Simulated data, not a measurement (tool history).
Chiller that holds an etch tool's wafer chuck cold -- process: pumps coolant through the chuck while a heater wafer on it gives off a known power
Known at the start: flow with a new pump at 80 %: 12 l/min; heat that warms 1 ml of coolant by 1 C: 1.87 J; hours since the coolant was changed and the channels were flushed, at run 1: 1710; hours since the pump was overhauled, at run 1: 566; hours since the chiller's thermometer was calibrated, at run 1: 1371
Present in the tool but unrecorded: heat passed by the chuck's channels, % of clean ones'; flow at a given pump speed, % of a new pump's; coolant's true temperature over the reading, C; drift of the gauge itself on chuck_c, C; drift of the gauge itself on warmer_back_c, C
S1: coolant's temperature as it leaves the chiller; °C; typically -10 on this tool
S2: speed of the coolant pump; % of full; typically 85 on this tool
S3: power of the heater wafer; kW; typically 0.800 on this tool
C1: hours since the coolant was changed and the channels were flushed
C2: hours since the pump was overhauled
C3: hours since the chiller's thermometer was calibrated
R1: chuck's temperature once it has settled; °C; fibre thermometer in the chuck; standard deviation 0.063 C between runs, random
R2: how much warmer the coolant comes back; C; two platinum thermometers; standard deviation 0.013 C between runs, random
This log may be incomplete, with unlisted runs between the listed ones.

{"run": 1, "hour": 0.0, "S1": -10, "S2": 85, "S3": 0.8, "C1": 1710, "C2": 566, "C3": 1371, "R1": -4.01, "R2": 2.03}
{"run": 2, "hour": 36.2, "S1": -10, "S2": 85, "S3": 0.8, "C1": 1746, "C2": 602, "C3": 1407, "R1": -4.05, "R2": 2.03}
{"run": 3, "hour": 58.1, "S1": -10, "S2": 85, "S3": 0.8, "C1": 1768, "C2": 624, "C3": 1429, "R1": -4.11, "R2": 2.01}
{"run": 4, "hour": 87.0, "S1": -12, "S2": 85, "S3": 0.8, "C1": 1797, "C2": 653, "C3": 1458, "R1": -6.0, "R2": 2.03}
{"run": 5, "hour": 105.6, "S1": -12, "S2": 85, "S3": 0.8, "C1": 1816, "C2": 672, "C3": 1477, "R1": -5.94, "R2": 2.01}
{"run": 6, "hour": 136.9, "S1": -12, "S2": 85, "S3": 0.8, "C1": 1847, "C2": 703, "C3": 1508, "R1": -6.02, "R2": 2.03}
{"run": 7, "hour": 174.1, "S1": -12, "S2": 85, "S3": 0.8, "C1": 1884, "C2": 740, "C3": 1545, "R1": -6.03, "R2": 2.02}
{"run": 8, "hour": 209.9, "S1": -12, "S2": 85, "S3": 0.8, "C1": 1920, "C2": 776, "C3": 1581, "R1": -5.97, "R2": 2.04}
{"run": 9, "hour": 242.1, "S1": -12, "S2": 85, "S3": 0.8, "C1": 1952, "C2": 808, "C3": 1613, "R1": -5.93, "R2": 2.01}
{"run": 10, "hour": 267.4, "S1": -12, "S2": 85, "S3": 0.614, "C1": 1978, "C2": 834, "C3": 1639, "R1": -7.34, "R2": 1.53}
{"run": 11, "hour": 291.9, "S1": -13, "S2": 85, "S3": 0.8, "C1": 2002, "C2": 858, "C3": 1663, "R1": -6.95, "R2": 2.02}
{"run": 12, "hour": 313.4, "S1": -13, "S2": 69, "S3": 0.412, "C1": 2024, "C2": 880, "C3": 1685, "R1": -8.97, "R2": 1.3}
{"run": 13, "hour": 348.9, "S1": -13, "S2": 69, "S3": 0.412, "C1": 2059, "C2": 915, "C3": 1720, "R1": -9.09, "R2": 1.32}
{"run": 14, "hour": 377.7, "S1": -8, "S2": 77, "S3": 0.669, "C1": 2088, "C2": 944, "C3": 1749, "R1": -2.49, "R2": 1.86}

What if the next run were any one of these 4? Each begins from the tool's condition after run 14:
{"run": "A", "hour": 394.6, "S1": -14, "S2": 85, "S3": 0.8, "C1": 2105, "C2": 961, "C3": 1766, "R1": "?", "R2": "?"}
{"run": "B", "hour": 394.6, "S1": -13, "S2": 85, "S3": 0.994, "C1": 2105, "C2": 961, "C3": 1766, "R1": "?", "R2": "?"}
{"run": "C", "hour": 394.6, "S1": -13, "S2": 73, "S3": 0.669, "C1": 2105, "C2": 961, "C3": 1766, "R1": "?", "R2": "?"}
{"run": "D", "hour": 394.6, "S1": -13, "S2": 65, "S3": 0.401, "C1": 2105, "C2": 961, "C3": 1766, "R1": "?", "R2": "?"}

run=A R1=-7.92 R2=2.02
run=B R1=-5.44 R2=2.52
run=C R1=-7.00 R2=2.02
run=D R1=-8.98 R2=1.37
The same runs, with their run-to-run variation unchanged, on a tool lacking any hidden condition would have given:
run=A R1=-8.23 R2=2.00
run=B R1=-5.80 R2=2.49
run=C R1=-7.30 R2=1.99
run=D R1=-9.22 R2=1.35

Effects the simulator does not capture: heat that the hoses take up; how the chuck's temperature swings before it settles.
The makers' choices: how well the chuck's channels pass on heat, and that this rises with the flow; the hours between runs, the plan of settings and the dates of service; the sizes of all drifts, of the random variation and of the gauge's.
